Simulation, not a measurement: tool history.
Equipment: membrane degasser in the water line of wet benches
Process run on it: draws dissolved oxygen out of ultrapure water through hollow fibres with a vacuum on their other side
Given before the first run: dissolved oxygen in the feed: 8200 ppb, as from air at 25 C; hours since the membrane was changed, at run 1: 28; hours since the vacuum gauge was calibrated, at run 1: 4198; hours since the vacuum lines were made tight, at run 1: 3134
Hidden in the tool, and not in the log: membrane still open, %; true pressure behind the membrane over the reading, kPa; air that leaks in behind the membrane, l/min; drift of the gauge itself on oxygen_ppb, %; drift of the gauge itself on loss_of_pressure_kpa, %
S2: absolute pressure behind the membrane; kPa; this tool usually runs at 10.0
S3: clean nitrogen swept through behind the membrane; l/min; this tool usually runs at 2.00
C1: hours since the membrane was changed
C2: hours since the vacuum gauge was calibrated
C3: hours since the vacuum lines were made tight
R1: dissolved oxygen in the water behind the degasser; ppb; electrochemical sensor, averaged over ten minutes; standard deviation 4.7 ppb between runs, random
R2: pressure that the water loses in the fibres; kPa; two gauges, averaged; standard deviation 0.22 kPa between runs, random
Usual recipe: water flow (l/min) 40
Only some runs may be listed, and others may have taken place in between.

run 1 hour=0.0 | water_flow_(l/min)=40 S2=10.0 S3=2.00 | C1=28 C2=4198 C3=3134 | R1=495.2 R2=51.74
run 2 hour=96.2 | water_flow_(l/min)=40 S2=10.0 S3=2.00 | C1=124 C2=4294 C3=3230 | R1=492.9 R2=51.56
run 3 hour=141.3 | water_flow_(l/min)=40 S2=10.0 S3=2.00 | C1=169 C2=4339 C3=3275 | R1=491.6 R2=51.94
run 4 hour=202.1 | water_flow_(l/min)=40 S2=10.0 S3=4.90 | C1=230 C2=4400 C3=3336 | R1=325.8 R2=51.75
run 5 hour=260.5 | water_flow_(l/min)=40 S2=20.2 S3=4.90 | C1=288 C2=4458 C3=3394 | R1=506.1 R2=51.68
run 6 hour=349.3 | water_flow_(l/min)=40 S2=20.2 S3=4.90 | C1=377 C2=4547 C3=3483 | R1=509.5 R2=52.35
-- hour=362.7 seals of the vacuum lines changed
run 7 hour=406.0 | water_flow_(l/min)=40 S2=17.1 S3=2.00 | C1=432 C2=4602 C3=43 | R1=759.8 R2=51.62
run 8 hour=479.5 | water_flow_(l/min)=40 S2=17.1 S3=2.00 | C1=505 C2=4675 C3=117 | R1=762.6 R2=52.02
run 9 hour=544.4 | water_flow_(l/min)=40 S2=17.1 S3=2.00 | C1=570 C2=4740 C3=182 | R1=770.2 R2=51.49
run 10 hour=623.1 | water_flow_(l/min)=40 S2=19.5 S3=2.00 | C1=649 C2=4819 C3=260 | R1=871.3 R2=52.14
run 11 hour=703.0 | water_flow_(l/min)=40 S2=19.5 S3=2.00 | C1=729 C2=4899 C3=340 | R1=866.5 R2=52.12
run 12 hour=744.4 | water_flow_(l/min)=40 S2=10.0 S3=2.00 | C1=770 C2=4940 C3=382 | R1=504.5 R2=52.08
run 13 hour=797.6 | water_flow_(l/min)=40 S2=10.0 S3=2.00 | C1=823 C2=4993 C3=435 | R1=500.9 R2=52.11
run 14 hour=864.3 | water_flow_(l/min)=40 S2=10.0 S3=1.80 | C1=890 C2=5060 C3=502 | R1=528.0 R2=51.70
run 15 hour=940.5 | water_flow_(l/min)=40 S2=10.0 S3=1.80 | C1=966 C2=5136 C3=578 | R1=530.7 R2=52.05
run 16 hour=1031.8 | water_flow_(l/min)=40 S2=10.0 S3=1.80 | C1=1058 C2=5227 C3=669 | R1=525.8 R2=51.87
run 17 hour=1105.7 | water_flow_(l/min)=24 S2=10.0 S3=2.00 | C1=1131 C2=5301 C3=743 | R1=306.5 R2=31.19
run 18 hour=1159.5 | water_flow_(l/min)=40 S2=13.7 S3=2.00 | C1=1185 C2=5355 C3=797 | R1=647.3 R2=52.30
run 19 hour=1211.4 | water_flow_(l/min)=44 S2=10.0 S3=2.00 | C1=1237 C2=5407 C3=849 | R1=545.4 R2=57.27
run 20 hour=1276.2 | water_flow_(l/min)=49 S2=10.0 S3=1.20 | C1=1302 C2=5472 C3=914 | R1=796.6 R2=63.81
run 21 hour=1364.8 | water_flow_(l/min)=49 S2=10.0 S3=2.00 | C1=1391 C2=5560 C3=1002 | R1=612.8 R2=64.00
run 22 hour=1458.8 | water_flow_(l/min)=49 S2=10.0 S3=2.00 | C1=1485 C2=5654 C3=1096 | R1=607.2 R2=64.22
run 23 hour=1509.4 | water_flow_(l/min)=49 S2=10.0 S3=2.00 | C1=1535 C2=5705 C3=1147 | R1=607.7 R2=64.13
run 24 hour=1559.4 | water_flow_(l/min)=29 S2=12.9 S3=2.57 | C1=1585 C2=5755 C3=1197 | R1=392.2 R2=38.00
run 25 hour=1610.7 | water_flow_(l/min)=46 S2=10.0 S3=1.12 | C1=1637 C2=5806 C3=1248 | R1=786.3 R2=60.09
run 26 hour=1664.3 | water_flow_(l/min)=34 S2=23.2 S3=2.00 | C1=1690 C2=5860 C3=1302 | R1=883.1 R2=44.54
-- hour=1691.2 vacuum gauge calibrated
run 27 hour=1732.8 | water_flow_(l/min)=34 S2=23.2 S3=2.00 | C1=1758 C2=42 C3=1370 | R1=846.5 R2=44.37
run 28 hour=1784.8 | water_flow_(l/min)=44 S2=10.0 S3=2.00 | C1=1810 C2=94 C3=1422 | R1=525.9 R2=57.67
run 29 hour=1849.9 | water_flow_(l/min)=30 S2=8.8 S3=1.09 | C1=1875 C2=159 C3=1487 | R1=455.3 R2=39.45
run 30 hour=1891.3 | water_flow_(l/min)=30 S2=8.8 S3=1.09 | C1=1917 C2=200 C3=1528 | R1=459.2 R2=39.21
run 31 hour=1972.5 | water_flow_(l/min)=29 S2=10.0 S3=5.49 | C1=1998 C2=281 C3=1609 | R1=223.1 R2=38.14
run 32 hour=2037.0 | water_flow_(l/min)=64 S2=11.1 S3=1.85 | C1=2062 C2=346 C3=1674 | R1=831.4 R2=83.80

Here are 3 independent what-if runs from the current tool condition. What would each one return?
run A hour=2083.4 | water_flow_(l/min)=39 S2=11.2 S3=2.00 | C1=2109 C2=392 C3=1720 | R1=? R2=?
run B hour=2083.4 | water_flow_(l/min)=40 S2=11.6 S3=2.32 | C1=2109 C2=392 C3=1720 | R1=? R2=?
run C hour=2083.4 | water_flow_(l/min)=58 S2=9.1 S3=5.24 | C1=2109 C2=392 C3=1720 | R1=? R2=?

run=A R1=514.5 R2=50.74
run=B R1=505.5 R2=52.34
run=C R1=440.9 R2=75.90
With the hidden condition removed and each run's random variation left untouched, the same runs would have given:
run=A R1=505.7 R2=50.19
run=B R1=496.6 R2=51.77
run=C R1=429.7 R2=75.08
